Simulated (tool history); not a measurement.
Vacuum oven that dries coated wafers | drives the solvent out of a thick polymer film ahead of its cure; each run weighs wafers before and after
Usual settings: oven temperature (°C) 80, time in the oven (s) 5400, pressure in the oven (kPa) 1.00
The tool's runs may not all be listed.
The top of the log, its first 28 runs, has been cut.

run	hour	oven temperature (°C)	time in the oven (s)	pressure in the oven (kPa)	solvent left in the film (%)
29	840.9	92	5400	1.86	1.32
30	867.1	92	5400	1.86	1.25
31	886.4	80	5400	2.87	4.57
32	912.2	80	5400	2.87	4.62
33	950.4	80	2820	1.00	5.75
34	979.6	68	5520	3.94	9.45
35	1008.3	68	7620	3.94	8.71
36	1027.5	72	7620	1.60	5.20
37	1066.4	88	6840	1.60	1.32
38	1095.8	80	6840	1.21	2.71
39	1131.4	83	5700	2.65	3.40
40	1153.8	83	5700	2.74	3.42
41	1187.0	87	5400	0.84	1.48
# hour 1198.0: oven's thermocouples calibrated
42	1226.8	73	3840	1.25	6.80
43	1246.1	73	3840	1.25	6.85
44	1262.8	73	3840	1.25	6.81
45	1281.9	90	5760	0.92	0.88

Branching from run 45: 3 alternative next runs. What would each branch give?
A	1303.6	80	8220	2.66	?
B	1303.6	81	7440	0.93	?
C	1303.6	81	5820	0.53	?

run	solvent left in the film (%)
A	3.16
B	1.89
C	2.33
With the hidden condition removed and each run's random variation left untouched, the same runs would have given:
run	solvent left in the film (%)
A	2.94
B	1.69
C	2.10
